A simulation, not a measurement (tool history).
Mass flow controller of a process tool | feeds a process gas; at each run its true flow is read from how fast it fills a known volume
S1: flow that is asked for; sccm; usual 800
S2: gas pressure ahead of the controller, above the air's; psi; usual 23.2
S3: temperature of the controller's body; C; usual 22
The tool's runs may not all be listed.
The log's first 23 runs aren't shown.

run 24 hour=2644.4 | S1=893 S2=23.4 S3=22 | true_flow_(%)=100.68
run 25 hour=2731.6 | S1=893 S2=23.4 S3=22 | true_flow_(%)=100.83
run 26 hour=2870.9 | S1=893 S2=23.4 S3=22 | true_flow_(%)=100.88
run 27 hour=2965.1 | S1=820 S2=23.2 S3=28 | true_flow_(%)=101.31
run 28 hour=3091.2 | S1=233 S2=23.2 S3=23 | true_flow_(%)=99.95
run 29 hour=3188.6 | S1=233 S2=23.2 S3=23 | true_flow_(%)=99.77
run 30 hour=3353.1 | S1=800 S2=23.2 S3=32 | true_flow_(%)=101.78
run 31 hour=3486.7 | S1=880 S2=34.5 S3=34 | true_flow_(%)=101.70
run 32 hour=3650.3 | S1=880 S2=20.6 S3=28 | true_flow_(%)=101.72
run 33 hour=3793.1 | S1=150 S2=37.6 S3=26 | true_flow_(%)=100.28
run 34 hour=3894.1 | S1=326 S2=31.8 S3=21 | true_flow_(%)=99.74
run 35 hour=3981.8 | S1=326 S2=31.8 S3=21 | true_flow_(%)=99.71
run 36 hour=4089.4 | S1=326 S2=31.8 S3=21 | true_flow_(%)=99.73
run 37 hour=4258.9 | S1=587 S2=31.3 S3=21 | true_flow_(%)=100.15
run 38 hour=4328.4 | S1=587 S2=31.3 S3=21 | true_flow_(%)=100.21
run 39 hour=4398.3 | S1=132 S2=23.2 S3=22 | true_flow_(%)=101.04
run 40 hour=4511.8 | S1=177 S2=23.2 S3=22 | true_flow_(%)=100.85
run 41 hour=4616.7 | S1=257 S2=23.1 S3=24 | true_flow_(%)=100.75
run 42 hour=4720.6 | S1=178 S2=26.1 S3=26 | true_flow_(%)=101.08
run 43 hour=4805.8 | S1=144 S2=32.5 S3=24 | true_flow_(%)=101.03
run 44 hour=4941.0 | S1=741 S2=32.5 S3=34 | true_flow_(%)=102.04
run 45 hour=5080.5 | S1=439 S2=24.2 S3=29 | true_flow_(%)=101.38

5 ways to go on from here, each from the tool as it stands after run 45. What would each give?
run A hour=5214.4 | S1=800 S2=35.8 S3=22 | true_flow_(%)=?
run B hour=5214.4 | S1=800 S2=32.5 S3=39 | true_flow_(%)=?
run C hour=5214.4 | S1=158 S2=36.3 S3=29 | true_flow_(%)=?
run D hour=5214.4 | S1=224 S2=23.2 S3=30 | true_flow_(%)=?
run E hour=5214.4 | S1=800 S2=29.9 S3=22 | true_flow_(%)=?

run=A true_flow_(%)=100.91
run=B true_flow_(%)=102.77
run=C true_flow_(%)=101.65
run=D true_flow_(%)=101.69
run=E true_flow_(%)=101.39
Without the tool's hidden state the same runs would have given:
run=A true_flow_(%)=98.78
run=B true_flow_(%)=100.64
run=C true_flow_(%)=97.87
run=D true_flow_(%)=98.51
run=E true_flow_(%)=99.26
